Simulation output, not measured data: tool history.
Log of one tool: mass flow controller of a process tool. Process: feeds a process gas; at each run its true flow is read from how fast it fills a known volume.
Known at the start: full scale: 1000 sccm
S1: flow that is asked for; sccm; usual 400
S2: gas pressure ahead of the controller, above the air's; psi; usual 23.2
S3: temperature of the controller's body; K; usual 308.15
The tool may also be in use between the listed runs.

run 1 hour=0.0 | S1=400 S2=23.2 S3=308.15 | true_flow_(%)=98.85
run 2 hour=132.0 | S1=400 S2=23.2 S3=308.15 | true_flow_(%)=98.89
run 3 hour=202.7 | S1=400 S2=23.2 S3=308.15 | true_flow_(%)=99.00
run 4 hour=314.4 | S1=400 S2=23.2 S3=308.15 | true_flow_(%)=99.06
run 5 hour=371.9 | S1=400 S2=23.2 S3=308.15 | true_flow_(%)=99.06
run 6 hour=455.4 | S1=400 S2=34.7 S3=308.15 | true_flow_(%)=99.25
run 7 hour=575.3 | S1=400 S2=23.2 S3=308.15 | true_flow_(%)=99.17
run 8 hour=698.9 | S1=400 S2=23.2 S3=308.15 | true_flow_(%)=99.19
run 9 hour=792.4 | S1=400 S2=23.2 S3=308.15 | true_flow_(%)=99.43
run 10 hour=918.0 | S1=400 S2=23.2 S3=308.15 | true_flow_(%)=99.41
run 11 hour=1023.4 | S1=400 S2=23.2 S3=308.15 | true_flow_(%)=99.36
run 12 hour=1149.5 | S1=400 S2=23.2 S3=308.15 | true_flow_(%)=99.41
run 13 hour=1217.3 | S1=400 S2=31.0 S3=307.15 | true_flow_(%)=99.67
run 14 hour=1320.7 | S1=400 S2=31.0 S3=307.15 | true_flow_(%)=99.67
run 15 hour=1390.4 | S1=263 S2=36.5 S3=306.15 | true_flow_(%)=100.52
run 16 hour=1452.2 | S1=613 S2=23.4 S3=312.15 | true_flow_(%)=99.33
run 17 hour=1534.2 | S1=400 S2=35.1 S3=308.15 | true_flow_(%)=99.78
run 18 hour=1629.9 | S1=400 S2=35.1 S3=308.15 | true_flow_(%)=99.94
run 19 hour=1757.4 | S1=400 S2=39.7 S3=294.15 | true_flow_(%)=100.50
run 20 hour=1862.2 | S1=400 S2=39.7 S3=294.15 | true_flow_(%)=100.36
run 21 hour=1944.5 | S1=400 S2=39.7 S3=299.15 | true_flow_(%)=100.35
run 22 hour=2064.3 | S1=704 S2=39.7 S3=299.15 | true_flow_(%)=100.24
run 23 hour=2123.2 | S1=704 S2=39.7 S3=299.15 | true_flow_(%)=100.25
run 24 hour=2227.3 | S1=111 S2=23.2 S3=299.15 | true_flow_(%)=105.78

Forecast each of these 5 alternatives for the next run:
run A hour=2355.3 | S1=400 S2=22.0 S3=298.15 | true_flow_(%)=?
run B hour=2355.3 | S1=671 S2=23.2 S3=294.15 | true_flow_(%)=?
run C hour=2355.3 | S1=780 S2=25.7 S3=299.15 | true_flow_(%)=?
run D hour=2355.3 | S1=111 S2=33.4 S3=299.15 | true_flow_(%)=?
run E hour=2355.3 | S1=659 S2=28.7 S3=295.15 | true_flow_(%)=?

run=A true_flow_(%)=100.13
run=B true_flow_(%)=100.04
run=C true_flow_(%)=100.09
run=D true_flow_(%)=106.21
run=E true_flow_(%)=100.12
Without the tool's hidden state the same runs would have given:
run=A true_flow_(%)=98.13
run=B true_flow_(%)=99.06
run=C true_flow_(%)=99.32
run=D true_flow_(%)=97.65
run=E true_flow_(%)=99.11

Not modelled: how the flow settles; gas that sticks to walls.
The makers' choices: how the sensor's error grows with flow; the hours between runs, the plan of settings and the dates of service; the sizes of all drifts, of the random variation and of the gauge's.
